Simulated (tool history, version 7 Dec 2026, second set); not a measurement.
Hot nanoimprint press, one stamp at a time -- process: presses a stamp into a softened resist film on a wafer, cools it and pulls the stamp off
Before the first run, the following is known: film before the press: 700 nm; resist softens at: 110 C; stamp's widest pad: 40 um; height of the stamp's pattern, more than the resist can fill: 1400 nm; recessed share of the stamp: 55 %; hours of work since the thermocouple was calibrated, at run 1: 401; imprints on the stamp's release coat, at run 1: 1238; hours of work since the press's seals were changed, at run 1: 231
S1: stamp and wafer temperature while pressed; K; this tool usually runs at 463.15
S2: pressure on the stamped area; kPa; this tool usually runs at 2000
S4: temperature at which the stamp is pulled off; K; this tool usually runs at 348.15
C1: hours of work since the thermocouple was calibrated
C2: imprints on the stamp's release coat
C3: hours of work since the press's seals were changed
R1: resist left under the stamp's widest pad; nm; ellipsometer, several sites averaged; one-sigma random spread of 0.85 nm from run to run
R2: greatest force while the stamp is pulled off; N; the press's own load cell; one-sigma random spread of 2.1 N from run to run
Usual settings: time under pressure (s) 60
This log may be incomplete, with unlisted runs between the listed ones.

run 1 day=0 | S1=463.15 S2=2000 time_under_pressure_(s)=60 S4=348.15 | C1=401 C2=1238 C3=231 | R1=298.8 R2=99
run 2 day=1.296 | S1=463.15 S2=2000 time_under_pressure_(s)=60 S4=348.15 | C1=422 C2=1349 C3=251 | R1=299.6 R2=96
run 3 day=3.004 | S1=463.15 S2=2000 time_under_pressure_(s)=60 S4=348.15 | C1=449 C2=1496 C3=279 | R1=299 R2=98
run 4 day=5.725 | S1=463.15 S2=2000 time_under_pressure_(s)=60 S4=348.15 | C1=493 C2=1730 C3=322 | R1=296.8 R2=93
run 5 day=8.033 | S1=463.15 S2=2000 time_under_pressure_(s)=60 S4=348.15 | C1=530 C2=1928 C3=359 | R1=297.1 R2=97
-- day=9.529 stamp cleaned and given a new release coat
run 6 day=10.071 | S1=463.15 S2=2000 time_under_pressure_(s)=60 S4=348.15 | C1=558 C2=46 C3=388 | R1=299.9 R2=94
-- day=11.979 plate thermocouple calibrated
run 7 day=11.979 | S1=463.15 S2=2000 time_under_pressure_(s)=60 S4=348.15 | C1=0 C2=200 C3=416 | R1=299.8 R2=98
run 8 day=14.292 | S1=463.15 S2=2000 time_under_pressure_(s)=60 S4=353.15 | C1=37 C2=398 C3=453 | R1=299.6 R2=89
run 9 day=16.892 | S1=463.15 S2=2000 time_under_pressure_(s)=60 S4=345.15 | C1=79 C2=622 C3=495 | R1=300.7 R2=98
run 10 day=19.762 | S1=463.15 S2=2000 time_under_pressure_(s)=60 S4=345.15 | C1=125 C2=868 C3=541 | R1=301.9 R2=97
run 11 day=22.446 | S1=463.15 S2=2000 time_under_pressure_(s)=60 S4=345.15 | C1=168 C2=1099 C3=584 | R1=300.3 R2=101
run 12 day=25.004 | S1=463.15 S2=2000 time_under_pressure_(s)=42 S4=348.15 | C1=208 C2=1319 C3=625 | R1=339.9 R2=94
-- day=26.7 press's hydraulic seals changed and the load cell set to zero
run 13 day=27.738 | S1=463.15 S2=2000 time_under_pressure_(s)=42 S4=348.15 | C1=247 C2=1525 C3=17 | R1=340.3 R2=92
run 14 day=30.458 | S1=463.15 S2=2000 time_under_pressure_(s)=42 S4=348.15 | C1=290 C2=1758 C3=60 | R1=338.5 R2=98
run 15 day=32.438 | S1=463.15 S2=2000 time_under_pressure_(s)=42 S4=348.15 | C1=322 C2=1929 C3=92 | R1=338.7 R2=93
-- day=34.021 stamp cleaned and given a new release coat
run 16 day=35.392 | S1=463.15 S2=1200 time_under_pressure_(s)=60 S4=351.15 | C1=365 C2=118 C3=135 | R1=380.4 R2=92
run 17 day=37.079 | S1=463.15 S2=1200 time_under_pressure_(s)=60 S4=351.15 | C1=392 C2=263 C3=162 | R1=381.3 R2=90
run 18 day=38.296 | S1=472.15 S2=1200 time_under_pressure_(s)=60 S4=334.15 | C1=412 C2=367 C3=182 | R1=301.4 R2=105
run 19 day=41.154 | S1=472.15 S2=1200 time_under_pressure_(s)=91 S4=334.15 | C1=458 C2=613 C3=227 | R1=256.7 R2=103
run 20 day=42.429 | S1=463.15 S2=1340 time_under_pressure_(s)=60 S4=345.15 | C1=478 C2=722 C3=248 | R1=362.3 R2=98
run 21 day=44.783 | S1=460.15 S2=1340 time_under_pressure_(s)=30 S4=345.15 | C1=516 C2=925 C3=285 | R1=475.6 R2=96
run 22 day=46.342 | S1=463.15 S2=2670 time_under_pressure_(s)=60 S4=348.15 | C1=541 C2=1059 C3=310 | R1=258.8 R2=93
run 23 day=48.075 | S1=463.15 S2=2000 time_under_pressure_(s)=31 S4=348.15 | C1=568 C2=1208 C3=338 | R1=375.3 R2=96
-- day=49.408 plate thermocouple calibrated
run 24 day=49.512 | S1=468.15 S2=2000 time_under_pressure_(s)=60 S4=349.15 | C1=2 C2=1320 C3=359 | R1=258.9 R2=97
run 25 day=51.3 | S1=462.15 S2=2000 time_under_pressure_(s)=60 S4=349.15 | C1=30 C2=1474 C3=388 | R1=305.9 R2=97
run 26 day=53.267 | S1=463.15 S2=2000 time_under_pressure_(s)=60 S4=354.15 | C1=62 C2=1643 C3=419 | R1=301.2 R2=91

Expected results for the next run?
run 27 day=56.117 | S1=454.15 S2=1250 time_under_pressure_(s)=47 S4=356.15 | C1=107 C2=1888 C3=465 | R1=? R2=?

{"run 27": {"R1": 500.2, "R2": 87}}
With no hidden state in the tool, this same run would have given R1 500.2 nm, R2 86 N.

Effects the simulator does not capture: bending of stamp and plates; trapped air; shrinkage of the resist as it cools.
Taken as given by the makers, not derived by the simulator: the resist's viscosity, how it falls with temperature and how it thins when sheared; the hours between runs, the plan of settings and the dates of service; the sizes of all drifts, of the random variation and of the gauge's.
